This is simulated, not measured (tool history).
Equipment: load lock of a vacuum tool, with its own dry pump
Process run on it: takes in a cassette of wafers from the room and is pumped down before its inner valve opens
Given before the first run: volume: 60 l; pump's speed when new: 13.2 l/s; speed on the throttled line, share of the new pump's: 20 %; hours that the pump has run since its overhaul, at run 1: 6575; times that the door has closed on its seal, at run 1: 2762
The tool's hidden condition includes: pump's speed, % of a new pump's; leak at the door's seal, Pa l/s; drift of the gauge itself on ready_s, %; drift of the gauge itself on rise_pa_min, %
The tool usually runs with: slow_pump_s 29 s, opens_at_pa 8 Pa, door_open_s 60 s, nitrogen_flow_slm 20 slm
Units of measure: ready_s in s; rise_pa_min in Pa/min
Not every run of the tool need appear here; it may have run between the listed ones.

run,hour,slow_pump_s,opens_at_pa,door_open_s,nitrogen_flow_slm,hours that the pump has run since its overhaul,times that the door has closed on its seal,"incoming humidity of the room's air, %",ready_s,rise_pa_min
1,0.0,29,8,60,20,6575,2762,46.4,69.2,0.035
2,59.9,29,8,60,20,6635,2827,47.4,70.1,0.037
3,155.7,19,8,60,20,6731,2932,48.6,63.3,0.033
4,264.7,19,8,60,20,6840,3050,44.9,63.0,0.036
5,374.2,19,8,33,20,6950,3170,44.4,62.4,0.028
6,457.2,16,8,60,20,7033,3260,44.8,60.5,0.039
7,540.1,29,8,60,20,7116,3351,49.7,70.5,0.038
8,640.7,29,8,60,20,7216,3461,44.7,70.7,0.036
9,709.5,29,8,60,20,7285,3536,44.8,70.1,0.033
10,800.2,29,8,60,6,7376,3634,44.2,72.0,0.042
11,904.2,29,8,60,6,7480,3748,46.7,71.0,0.056
12,960.3,29,8,60,20,7536,3809,45.0,71.8,0.045
13,1029.4,29,8,60,20,7605,3884,43.4,71.1,0.043
14,1126.1,29,8,60,20,7702,3990,43.5,70.8,0.041

Run 15 comes next. What will it give?
15,1186.4,29,8,178,22,7762,4056,45.4,?,?

Run 15 yielded ready_s 71.5 s, rise_pa_min 0.058 Pa/min.
Take away the tool's hidden state, keep the run-to-run variation as it was, and the same run would have given ready_s 66.7 s, rise_pa_min 0.044 Pa/min.
